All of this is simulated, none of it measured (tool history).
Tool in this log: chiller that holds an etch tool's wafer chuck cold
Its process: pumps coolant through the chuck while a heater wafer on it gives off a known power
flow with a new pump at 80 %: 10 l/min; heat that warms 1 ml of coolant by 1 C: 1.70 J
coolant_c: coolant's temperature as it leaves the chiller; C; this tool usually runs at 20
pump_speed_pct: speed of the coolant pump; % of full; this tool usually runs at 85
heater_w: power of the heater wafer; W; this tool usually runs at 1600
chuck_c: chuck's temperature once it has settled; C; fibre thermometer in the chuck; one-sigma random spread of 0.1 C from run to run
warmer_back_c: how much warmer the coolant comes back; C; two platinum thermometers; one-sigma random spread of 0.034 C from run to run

run,hour,coolant_c,pump_speed_pct,heater_w,chuck_c,warmer_back_c
1,0.0,20,85,1600,38.9,5.38
2,23.0,20,85,1600,38.9,5.37
3,44.4,29,85,1600,48.0,5.39
4,71.7,29,85,1600,47.8,5.32
5,112.7,29,85,1600,47.8,5.36
6,146.9,29,85,1600,47.8,5.32
7,166.5,20,85,881,30.4,2.88
8,190.7,20,85,881,30.4,2.95
9,217.8,20,85,881,30.6,2.92
10,245.4,20,85,1990,43.5,6.62
11,270.4,20,85,1029,32.1,3.42
12,301.0,20,85,1029,32.1,3.41
13,320.9,20,85,1600,39.0,5.40
14,350.8,20,85,1600,39.1,5.35
15,370.5,20,85,1600,38.9,5.33
16,404.2,20,85,1600,38.8,5.33
17,425.5,20,85,1600,38.9,5.35
18,453.3,12,92,1135,24.7,3.48
19,479.1,11,100,1571,27.7,4.45
20,503.2,20,86,2267,46.3,7.50
21,533.6,20,86,2267,46.5,7.42
22,577.1,20,83,1600,39.3,5.47
23,622.3,20,66,1698,43.9,7.31
24,646.9,20,66,1698,44.0,7.28
25,668.4,20,66,1698,43.8,7.29
26,697.0,24,94,1421,39.7,4.25
27,717.8,11,63,1397,31.4,6.23
28,754.0,12,65,1140,28.3,4.97
29,791.0,12,65,1140,28.3,4.96
30,811.2,17,83,1600,36.1,5.40
31,849.1,17,83,1600,36.3,5.45

Alternative continuations, all from the tool just after run 31; predict every row:
A,879.3,16,84,1914,?,?
B,879.3,20,86,1630,?,?
C,879.3,23,82,933,?,?
D,879.3,23,83,976,?,?
E,879.3,17,70,1600,?,?

run,chuck_c,warmer_back_c
A,38.8,6.45
B,39.1,5.37
C,34.2,3.24
D,34.7,3.28
E,38.6,6.42
Without the tool's unlogged condition, the same runs would have read:
run,chuck_c,warmer_back_c
A,38.8,6.45
B,39.1,5.36
C,34.2,3.24
D,34.7,3.28
E,38.6,6.41
